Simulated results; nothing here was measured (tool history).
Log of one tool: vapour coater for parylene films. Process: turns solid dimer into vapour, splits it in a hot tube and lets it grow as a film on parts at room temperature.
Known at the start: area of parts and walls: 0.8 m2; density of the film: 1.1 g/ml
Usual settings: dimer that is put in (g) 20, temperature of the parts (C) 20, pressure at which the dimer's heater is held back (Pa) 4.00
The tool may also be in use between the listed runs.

run    hour  dimer that is put in (g)  temperature of the parts (C)  pressure at which the dimer's heater is held back (Pa)  thickness of the film (µm)
  1     0.0                        20                            20                                                    4.00                       11.17
  2    41.6                        20                            20                                                    4.00                       11.22
  3    72.7                        20                            20                                                    3.03                       11.62
  4   102.6                        20                            20                                                    3.03                       11.67
  5   140.8                        20                            20                                                    4.00                       11.00
  6   186.6                        20                            20                                                    4.00                       10.88
  7   226.7                        20                            20                                                    4.00                       10.91
  8   264.1                        20                            20                                                    4.00                       10.70
  9   286.7                        20                            20                                                    4.00                       10.86
 10   333.4                        20                            20                                                   10.59                        8.58
 11   364.0                        20                            17                                                   10.59                        9.37
      385.8  -- trap's valve overhauled
 12   400.4                        20                            20                                                    4.00                       11.70
 13   434.5                        20                            20                                                    4.00                       11.96
 14   459.9                        20                            20                                                    4.83                       11.39
 15   487.3                        21                            20                                                    4.00                       12.37
 16   524.2                        20                            20                                                    4.00                       11.64
 17   556.2                        20                            20                                                    6.11                       10.64
 18   592.4                        20                            20                                                    6.11                       10.55
 19   621.4                        20                            20                                                   11.62                        9.07
 20   665.3                        20                            20                                                    4.00                       11.49
 21   691.1                        20                            20                                                    4.00                       11.51
 22   728.5                        20                            20                                                    4.00                       11.24
 23   759.1                        20                            20                                                    4.00                       11.22
 24   780.9                        20                            20                                                    4.00                       11.19
      784.9  -- table's thermometer calibrated
 25   821.7                        15                            20                                                    8.88                        7.04
 26   853.2                        15                            20                                                    8.88                        7.07
 27   883.9                         8                            14                                                    4.00                        5.66
 28   927.9                        27                            14                                                    4.00                       18.87
 29   949.2                        20                            14                                                   10.97                       11.13
 30   976.3                        20                            20                                                    4.83                       10.53
      979.8  -- table's thermometer calibrated, once more
 31  1009.3                        20                            15                                                    4.09                       12.50
     1036.8  -- trap's valve overhauled
 32  1059.2                        22                            15                                                    5.40                       14.29
 33  1079.3                        18                            13                                                    5.90                       12.27
 34  1107.0                         9                            13                                                    2.20                        7.66
 35  1134.3                        27                            24                                                    3.45                       13.57
 36  1164.4                        20                            23                                                    5.54                        9.34
 37  1199.8                        11                            20                                                    7.33                        5.42
 38  1227.5                        11                            20                                                    7.33                        5.34
 39  1258.2                        11                            20                                                    7.33                        5.35
 40  1299.7                         9                            15                                                    4.52                        5.85
 41  1330.3                         9                            15                                                    4.52                        5.82
 42  1368.7                         8                            15                                                    4.07                        5.31
 43  1410.8                         8                            15                                                    4.07                        5.26
 44  1441.8                         8                            19                                                    2.42                        5.06
 45  1474.4                        11                            12                                                    6.32                        7.19
 46  1505.7                        30                            20                                                   10.00                       13.03

Hidden state or all else? Some run-to-run changes of thickness of the film (µm), split into what the settings, what came in and random variation would give without the hidden state, and what is left for the hidden state (with any gauge scatter that isn't in both results):
The hidden state here: vapour lost through the trap's worn valve, %; true temperature of the parts over the reading, C; drift of the gauge itself on film_um, %.
Run 11 -> 12: temperature of the parts (C) 17 -> 20, pressure at which the dimer's heater is held back (Pa) 10.59 -> 4.00, trap's valve overhauled. thickness of the film (µm) +2.33: hidden state +1.32, all else +1.01.
Run 27 -> 28: dimer that is put in (g) 8 -> 27. thickness of the film (µm) +13.21: hidden state -0.51, all else +13.72.
Run 28 -> 29: dimer that is put in (g) 27 -> 20, pressure at which the dimer's heater is held back (Pa) 4.00 -> 10.97. thickness of the film (µm) -7.74: hidden state +0.23, all else -7.97.
Run 30 -> 31: temperature of the parts (C) 20 -> 15, pressure at which the dimer's heater is held back (Pa) 4.83 -> 4.09, table's thermometer calibrated, once more. thickness of the film (µm) +1.97: hidden state -1.04, all else +3.01.
Run 31 -> 32: dimer that is put in (g) 20 -> 22, pressure at which the dimer's heater is held back (Pa) 4.09 -> 5.40, trap's valve overhauled. thickness of the film (µm) +1.79: hidden state +1.56, all else +0.23.
Run 34 -> 35: dimer that is put in (g) 9 -> 27, temperature of the parts (C) 13 -> 24, pressure at which the dimer's heater is held back (Pa) 2.20 -> 3.45. thickness of the film (µm) +5.91: hidden state -0.09, all else +6.00.
